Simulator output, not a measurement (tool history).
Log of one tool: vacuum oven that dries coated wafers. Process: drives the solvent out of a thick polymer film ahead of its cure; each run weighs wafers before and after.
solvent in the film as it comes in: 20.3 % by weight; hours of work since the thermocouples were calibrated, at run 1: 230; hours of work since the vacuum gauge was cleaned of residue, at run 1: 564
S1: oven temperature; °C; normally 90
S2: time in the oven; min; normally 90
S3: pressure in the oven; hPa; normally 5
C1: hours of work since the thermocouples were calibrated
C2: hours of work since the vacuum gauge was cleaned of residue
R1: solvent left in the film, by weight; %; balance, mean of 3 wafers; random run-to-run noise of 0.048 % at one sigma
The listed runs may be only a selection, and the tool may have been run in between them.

| run | hour | S1 | S2 | S3 | C1 | C2 | R1 |
|---|---|---|---|---|---|---|---|
| 1 | 0.0 | 90 | 90 | 5 | 230 | 564 | 2.18 |
| 2 | 12.4 | 90 | 90 | 5 | 239 | 572 | 2.25 |
| 3 | 26.1 | 90 | 90 | 5 | 249 | 582 | 2.20 |
| 4 | 44.6 | 90 | 90 | 5 | 261 | 595 | 2.13 |
| 5 | 56.5 | 90 | 90 | 5 | 270 | 603 | 2.19 |
| 6 | 74.7 | 88 | 90 | 5 | 283 | 616 | 2.82 |
| 7 | 97.1 | 85 | 90 | 5 | 298 | 632 | 3.91 |
| 8 | 117.2 | 85 | 90 | 5 | 312 | 646 | 4.03 |
| 9 | 144.5 | 90 | 90 | 5 | 332 | 665 | 2.15 |
| 10 | 157.0 | 90 | 90 | 5 | 340 | 674 | 2.15 |
| 11 | 174.1 | 90 | 90 | 5 | 352 | 686 | 2.16 |
| 12 | 200.5 | 90 | 134 | 5 | 371 | 704 | 1.08 |
| 13 | 218.5 | 90 | 134 | 5 | 384 | 717 | 1.09 |
| 14 | 246.2 | 90 | 134 | 5 | 403 | 736 | 1.05 |
| 15 | 259.9 | 90 | 90 | 5 | 413 | 746 | 2.22 |
| 16 | 273.2 | 90 | 90 | 5 | 422 | 755 | 2.27 |
| 17 | 286.2 | 90 | 90 | 5 | 431 | 765 | 2.20 |
| 18 | 301.8 | 90 | 90 | 5 | 442 | 776 | 2.14 |

Estimate the outcome of run 19 from the log above:
| 19 | 315.4 | 90 | 90 | 5 | 452 | 785 | ? |

R1: 2.17 %
Were there no unlogged condition in the tool, this run, its random variation unchanged, would have produced R1 2.21 %.

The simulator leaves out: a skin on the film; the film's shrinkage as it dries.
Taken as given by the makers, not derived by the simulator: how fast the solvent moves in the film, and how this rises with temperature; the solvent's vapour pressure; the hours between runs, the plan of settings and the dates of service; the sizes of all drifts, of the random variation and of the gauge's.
